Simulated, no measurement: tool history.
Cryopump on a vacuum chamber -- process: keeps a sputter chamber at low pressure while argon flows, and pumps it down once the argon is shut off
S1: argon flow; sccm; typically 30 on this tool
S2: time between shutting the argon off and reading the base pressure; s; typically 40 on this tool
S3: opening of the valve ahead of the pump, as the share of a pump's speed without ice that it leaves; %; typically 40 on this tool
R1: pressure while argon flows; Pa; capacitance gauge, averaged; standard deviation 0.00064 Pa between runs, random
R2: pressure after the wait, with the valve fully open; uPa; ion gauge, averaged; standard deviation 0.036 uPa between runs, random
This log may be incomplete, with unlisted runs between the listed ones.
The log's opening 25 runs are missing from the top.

Run 26, hour 270.2: usual settings but S1 13 sccm. Result: R1 0.0468 Pa, R2 2.99 uPa.
Run 27, hour 277: usual settings but S1 13 sccm. Result: R1 0.0473 Pa, R2 2.89 uPa.
Run 28, hour 288.5: usual settings but S1 57 sccm, S2 134 s, S3 27 %. Result: R1 0.2985 Pa, R2 1.73 uPa.
Run 29, hour 300.9: usual settings but S1 43 sccm, S2 276 s, S3 32 %. Result: R1 0.1928 Pa, R2 1.45 uPa.
Run 30, hour 308.6: usual settings but S1 43 sccm, S2 67 s, S3 59 %. Result: R1 0.1099 Pa, R2 2.26 uPa.
Run 31, hour 315.2: usual settings but S1 43 sccm, S2 67 s, S3 59 %. Result: R1 0.1097 Pa, R2 2.33 uPa.
Run 32, hour 327.3: usual settings but S1 19 sccm, S2 67 s, S3 26 %. Result: R1 0.104 Pa, R2 2.22 uPa.
Run 33, hour 337.9: usual settings but S1 42 sccm, S3 41 %. Result: R1 0.1499 Pa, R2 3.11 uPa.

Forecast each of these 3 alternatives for the next run:
Run A, hour 351.2: usual settings but S1 15 sccm, S2 123 s, S3 17 %. Result: R1 ?, R2 ?.
Run B, hour 351.2: usual settings but S1 21 sccm, S2 183 s, S3 53 %. Result: R1 ?, R2 ?.
Run C, hour 351.2: usual settings but S1 32 sccm, S2 77 s, S3 59 %. Result: R1 ?, R2 ?.

run      R1    R2
  A  0.1238  1.88
  B   0.059  1.68
  C  0.0821   2.1
Had the tool no hidden state, the same runs would have come out as:
run      R1    R2
  A  0.1194  0.83
  B  0.0529  0.64
  C  0.0728  1.09
